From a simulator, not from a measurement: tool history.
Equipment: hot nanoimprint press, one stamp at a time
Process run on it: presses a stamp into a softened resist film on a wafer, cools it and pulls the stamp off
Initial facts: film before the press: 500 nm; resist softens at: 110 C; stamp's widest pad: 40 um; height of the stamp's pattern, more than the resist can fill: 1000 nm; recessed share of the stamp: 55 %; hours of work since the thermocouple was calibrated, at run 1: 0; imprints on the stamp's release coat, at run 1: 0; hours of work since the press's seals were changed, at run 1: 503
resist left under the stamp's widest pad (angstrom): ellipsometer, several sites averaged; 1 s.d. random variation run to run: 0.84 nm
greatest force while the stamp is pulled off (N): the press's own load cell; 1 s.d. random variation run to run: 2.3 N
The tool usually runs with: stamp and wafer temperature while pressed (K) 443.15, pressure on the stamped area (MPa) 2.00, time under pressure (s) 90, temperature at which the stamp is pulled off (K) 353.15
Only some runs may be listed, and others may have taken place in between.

run     day  stamp and wafer temperature while pressed (K)  pressure on the stamped area (MPa)  time under pressure (s)  temperature at which the stamp is pulled off (K)  hours of work since the thermocouple was calibrated  imprints on the stamp's release coat  hours of work since the press's seals were changed  resist left under the stamp's widest pad (angstrom)  greatest force while the stamp is pulled off (N)
  1   0.000                                         443.15                                2.00                       90                                            353.15                                                    0                                     0                                                 503                                                 2660                                               164
  2   1.617                                         443.15                                2.00                       90                                            353.15                                                   25                                   200                                                 529                                                 2655                                               167
  3   3.454                                         443.15                                2.00                       90                                            353.15                                                   54                                   427                                                 557                                                 2655                                               174
  4   4.808                                         443.15                                2.00                       90                                            353.15                                                   75                                   595                                                 578                                                 2626                                               179
  5   7.517                                         454.15                                2.00                       90                                            353.15                                                  117                                   931                                                 620                                                 1412                                               185
  6   9.521                                         454.15                                2.00                       90                                            353.15                                                  148                                  1179                                                 652                                                 1399                                               190
     10.796  -- stamp cleaned and given a new release coat
  7  10.975                                         454.15                                2.00                       90                                            353.15                                                  167                                    22                                                 670                                                 1387                                               156
  8  13.304                                         453.15                                2.00                       90                                            353.15                                                  203                                   311                                                 706                                                 1469                                               163
  9  15.275                                         453.15                                2.00                       90                                            353.15                                                  234                                   555                                                 737                                                 1454                                               173
 10  17.600                                         453.15                                2.00                       90                                            353.15                                                  270                                   843                                                 773                                                 1441                                               177
     19.321  -- plate thermocouple calibrated
 11  20.150                                         453.15                                2.00                       90                                            353.15                                                   13                                  1144                                                 811                                                 1536                                               191
     21.646  -- stamp cleaned and given a new release coat
 12  21.992                                         453.15                                1.24                       90                                            353.15                                                   38                                    43                                                 836                                                 1931                                               160
 13  24.388                                         453.15                                1.24                       90                                            353.15                                                   75                                   339                                                 873                                                 1927                                               170
 14  26.696                                         453.15                                1.24                       90                                            353.15                                                  111                                   626                                                 909                                                 1901                                               174
 15  29.408                                         453.15                                1.24                       90                                            353.15                                                  153                                   961                                                 951                                                 1896                                               187
 16  31.333                                         441.15                                2.00                       90                                            348.15                                                  183                                  1200                                                 981                                                 2910                                               213
     32.429  -- stamp cleaned and given a new release coat
 17  34.029                                         436.15                                2.00                       90                                            342.15                                                  221                                   198                                                1019                                                 3634                                               215
 18  36.000                                         436.15                                2.00                       90                                            342.15                                                  252                                   442                                                1050                                                 3646                                               219
 19  37.925                                         443.15                                2.98                       46                                            353.15                                                  282                                   681                                                1080                                                 2752                                               174
     38.879  -- plate thermocouple calibrated
 20  40.542                                         443.15                                2.16                      126                                            353.15                                                   26                                   990                                                1119                                                 2358                                               188
 21  41.904                                         432.15                                2.00                       86                                            350.15                                                   47                                  1158                                                1140                                                 4321                                               209
     43.304  -- stamp cleaned and given a new release coat
 22  44.012                                         442.15                                2.00                       86                                            357.15                                                   76                                    88                                                1169                                                 2902                                               141
 23  45.329                                         443.15                                2.00                      117                                            353.15                                                   96                                   251                                                1189                                                 2469                                               171
 24  46.533                                         443.15                                1.36                       90                                            353.15                                                  115                                   400                                                1208                                                 3118                                               169
 25  49.312                                         444.15                                2.00                       90                                            353.15                                                  158                                   744                                                1251                                                 2547                                               177
 26  51.012                                         443.15                                2.00                       61                                            353.15                                                  185                                   955                                                1278                                                 3004                                               184
 27  53.521                                         443.15                                2.00                       61                                            353.15                                                  224                                  1266                                                1317                                                 2991                                               187
     54.188  -- stamp cleaned and given a new release coat
     54.775  -- press's hydraulic seals changed and the load cell set to zero
 28  56.800                                         443.15                                1.87                       70                                            344.15                                                  266                                   282                                                  32                                                 2818                                               208
     58.667  -- plate thermocouple calibrated
 29  58.667                                         443.15                                1.87                       70                                            344.15                                                    0                                   498                                                  59                                                 2961                                               218
 30  60.771                                         449.15                                2.00                       90                                            338.15                                                   33                                   759                                                  91                                                 1861                                               250

What if the next run were any one of these 3? Each begins from the tool's condition after run 30:
  A  62.454                                         436.15                                2.00                       90                                            353.15                                                   59                                   967                                                 118                                                    ?                                                 ?
  B  62.454                                         440.15                                2.00                      157                                            343.15                                                   59                                   967                                                 118                                                    ?                                                 ?
  C  62.454                                         432.15                                2.00                       90                                            353.15                                                   59                                   967                                                 118                                                    ?                                                 ?

run  resist left under the stamp's widest pad (angstrom)  greatest force while the stamp is pulled off (N)
  A                                                 3689                                               181
  B                                                 2566                                               235
  C                                                 4207                                               182
What these runs would have given with no unlogged condition in the tool:
run  resist left under the stamp's widest pad (angstrom)  greatest force while the stamp is pulled off (N)
  A                                                 3710                                               156
  B                                                 2587                                               203
  C                                                 4224                                               158
